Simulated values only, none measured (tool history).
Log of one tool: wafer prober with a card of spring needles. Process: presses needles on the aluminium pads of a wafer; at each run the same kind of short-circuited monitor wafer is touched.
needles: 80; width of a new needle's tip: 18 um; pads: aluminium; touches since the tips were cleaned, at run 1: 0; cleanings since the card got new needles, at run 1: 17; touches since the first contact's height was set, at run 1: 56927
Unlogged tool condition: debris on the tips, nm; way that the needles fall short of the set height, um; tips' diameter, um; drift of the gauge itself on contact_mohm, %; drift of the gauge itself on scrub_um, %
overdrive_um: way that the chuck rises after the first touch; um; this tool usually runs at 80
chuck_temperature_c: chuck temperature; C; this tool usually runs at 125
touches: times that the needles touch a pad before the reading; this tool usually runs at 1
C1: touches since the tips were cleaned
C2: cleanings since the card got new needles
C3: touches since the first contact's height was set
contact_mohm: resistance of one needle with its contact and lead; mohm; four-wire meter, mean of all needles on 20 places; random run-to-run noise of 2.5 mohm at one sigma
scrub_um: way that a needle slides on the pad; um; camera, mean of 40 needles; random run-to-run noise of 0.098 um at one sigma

Run 1, day 0: usual settings; C1 0; C2 17; C3 56927. Result: contact_mohm 293 mohm, scrub_um 22.24 um.
Run 2, day 0.246: usual settings but touches 2; C1 1809; C2 17; C3 58736. Result: contact_mohm 317 mohm, scrub_um 22 um.
At day 0.4: tips cleaned on abrasive film.
Run 3, day 0.725: usual settings but chuck_temperature_c 81 C, touches 2; C1 2394; C2 18; C3 62216. Result: contact_mohm 309 mohm, scrub_um 22.25 um.
At day 0.792: tips cleaned on abrasive film.
Run 4, day 1.054: usual settings but overdrive_um 66 um; C1 1926; C2 19; C3 64585. Result: contact_mohm 355 mohm, scrub_um 18.25 um.
At day 1.208: tips cleaned on abrasive film.
Run 5, day 1.508: usual settings but overdrive_um 66 um; C1 2195; C2 20; C3 67896. Result: contact_mohm 365 mohm, scrub_um 18.07 um.
At day 1.596: tips cleaned on abrasive film.
Run 6, day 1.942: usual settings; C1 2516; C2 21; C3 71022. Result: contact_mohm 341 mohm, scrub_um 21.87 um.
At day 2.017: tips cleaned on abrasive film.
At day 2.417: tips cleaned on abrasive film.
Run 7, day 2.417: usual settings; C1 0; C2 23; C3 74470. Result: contact_mohm 293 mohm, scrub_um 21.99 um.
Run 8, day 2.704: usual settings but chuck_temperature_c 29 C; C1 2093; C2 23; C3 76563. Result: contact_mohm 319 mohm, scrub_um 21.81 um.
At day 2.833: tips cleaned on abrasive film.
Run 9, day 2.925: usual settings but chuck_temperature_c 29 C; C1 684; C2 24; C3 78158. Result: contact_mohm 294 mohm, scrub_um 21.96 um.
At day 3.221: tips cleaned on abrasive film.
Run 10, day 3.304: usual settings but touches 2; C1 608; C2 25; C3 80892. Result: contact_mohm 305 mohm, scrub_um 22.11 um.
Run 11, day 3.558: usual settings; C1 2464; C2 25; C3 82748. Result: contact_mohm 342 mohm, scrub_um 22.04 um.
At day 3.617: tips cleaned on abrasive film.
Run 12, day 3.875: usual settings; C1 1894; C2 26; C3 85060. Result: contact_mohm 337 mohm, scrub_um 21.87 um.
At day 4.008: tips cleaned on abrasive film.
Run 13, day 4.25: usual settings but overdrive_um 69 um; C1 1744; C2 27; C3 87757. Result: contact_mohm 352 mohm, scrub_um 18.94 um.
At day 4.396: tips cleaned on abrasive film.
Run 14, day 4.592: usual settings but overdrive_um 69 um; C1 1439; C2 28; C3 90242. Result: contact_mohm 339 mohm, scrub_um 18.99 um.
At day 4.792: tips cleaned on abrasive film.
Run 15, day 4.967: usual settings but overdrive_um 69 um; C1 1277; C2 29; C3 92968. Result: contact_mohm 345 mohm, scrub_um 18.86 um.
At day 5.179: tips cleaned on abrasive film.
Run 16, day 5.246: usual settings but overdrive_um 69 um; C1 503; C2 30; C3 94990. Result: contact_mohm 312 mohm, scrub_um 18.88 um.
At day 5.579: tips cleaned on abrasive film.
Run 17, day 5.642: usual settings but overdrive_um 69 um; C1 460; C2 31; C3 97861. Result: contact_mohm 316 mohm, scrub_um 18.91 um.
At day 5.971: tips cleaned on abrasive film.
Run 18, day 6.004: usual settings but overdrive_um 98 um, chuck_temperature_c 57 C, touches 2; C1 236; C2 32; C3 100477. Result: contact_mohm 274 mohm, scrub_um 26.88 um.
At day 6.358: tips cleaned on abrasive film.
Run 19, day 6.371: usual settings but overdrive_um 98 um, chuck_temperature_c 57 C, touches 2; C1 98; C2 33; C3 103141. Result: contact_mohm 271 mohm, scrub_um 26.87 um.
Run 20, day 6.738: usual settings but overdrive_um 74 um, chuck_temperature_c 51 C, touches 3; C1 2776; C2 33; C3 105819. Result: contact_mohm 298 mohm, scrub_um 20.03 um.
At day 6.762: tips cleaned on abrasive film.
Run 21, day 6.954: usual settings but overdrive_um 74 um, chuck_temperature_c 51 C, touches 3; C1 1396; C2 34; C3 107364. Result: contact_mohm 283 mohm, scrub_um 20.08 um.
At day 7.167: tips cleaned on abrasive film.
Run 22, day 7.196: usual settings but overdrive_um 74 um, chuck_temperature_c 51 C, touches 3; C1 216; C2 35; C3 109107. Result: contact_mohm 270 mohm, scrub_um 20.1 um.
At day 7.562: tips cleaned on abrasive film.
Run 23, day 7.688: usual settings but overdrive_um 65 um, chuck_temperature_c 45 C; C1 926; C2 36; C3 112686. Result: contact_mohm 330 mohm, scrub_um 17.74 um.
Run 24, day 7.888: usual settings but overdrive_um 65 um, chuck_temperature_c 45 C; C1 2400; C2 36; C3 114160. Result: contact_mohm 355 mohm, scrub_um 17.87 um.
At day 7.975: tips cleaned on abrasive film.
Run 25, day 8.325: usual settings but overdrive_um 84 um, chuck_temperature_c 56 C; C1 2555; C2 37; C3 117318. Result: contact_mohm 329 mohm, scrub_um 23.05 um.
At day 8.379: tips cleaned on abrasive film.
Run 26, day 8.562: usual settings but overdrive_um 84 um, chuck_temperature_c 56 C; C1 1342; C2 38; C3 119044. Result: contact_mohm 316 mohm, scrub_um 22.99 um.
At day 8.779: tips cleaned on abrasive film.
Run 27, day 8.875: usual settings but overdrive_um 61 um, chuck_temperature_c 82 C, touches 3; C1 706; C2 39; C3 121305. Result: contact_mohm 297 mohm, scrub_um 16.51 um.
At day 9.204: tips cleaned on abrasive film.
Run 28, day 9.321: usual settings but chuck_temperature_c 26 C, touches 2; C1 862; C2 40; C3 124538. Result: contact_mohm 280 mohm, scrub_um 21.57 um.
At day 9.629: tips cleaned on abrasive film.
Run 29, day 9.708: usual settings but chuck_temperature_c 32 C, touches 2; C1 572; C2 41; C3 127351. Result: contact_mohm 277 mohm, scrub_um 21.87 um.

Alternative continuations, all from the tool just after run 29; predict every row:
At day 10.021: tips cleaned on abrasive film.
Run A, day 10.083: usual settings but chuck_temperature_c 54 C, touches 2; C1 461; C2 42; C3 130080. Result: contact_mohm ?, scrub_um ?.
At day 10.021: tips cleaned on abrasive film.
Run B, day 10.083: usual settings but overdrive_um 69 um, chuck_temperature_c 80 C; C1 461; C2 42; C3 130080. Result: contact_mohm ?, scrub_um ?.
At day 10.021: tips cleaned on abrasive film.
Run C, day 10.083: usual settings but chuck_temperature_c 43 C, touches 2; C1 461; C2 42; C3 130080. Result: contact_mohm ?, scrub_um ?.
At day 10.021: tips cleaned on abrasive film.
Run D, day 10.083: usual settings but overdrive_um 85 um, chuck_temperature_c 60 C; C1 461; C2 42; C3 130080. Result: contact_mohm ?, scrub_um ?.
At day 10.021: tips cleaned on abrasive film.
Run E, day 10.083: usual settings but overdrive_um 72 um, chuck_temperature_c 35 C, touches 2; C1 461; C2 42; C3 130080. Result: contact_mohm ?, scrub_um ?.

run  contact_mohm  scrub_um
  A           285     21.76
  B           311     18.59
  C           279     21.74
  D           293     23.06
  E           282     19.36
Stripped of hidden state, with their random variation kept, the same runs would have yielded:
run  contact_mohm  scrub_um
  A           269     22.37
  B           279      19.2
  C           263     22.35
  D           269     23.67
  E           262     19.97

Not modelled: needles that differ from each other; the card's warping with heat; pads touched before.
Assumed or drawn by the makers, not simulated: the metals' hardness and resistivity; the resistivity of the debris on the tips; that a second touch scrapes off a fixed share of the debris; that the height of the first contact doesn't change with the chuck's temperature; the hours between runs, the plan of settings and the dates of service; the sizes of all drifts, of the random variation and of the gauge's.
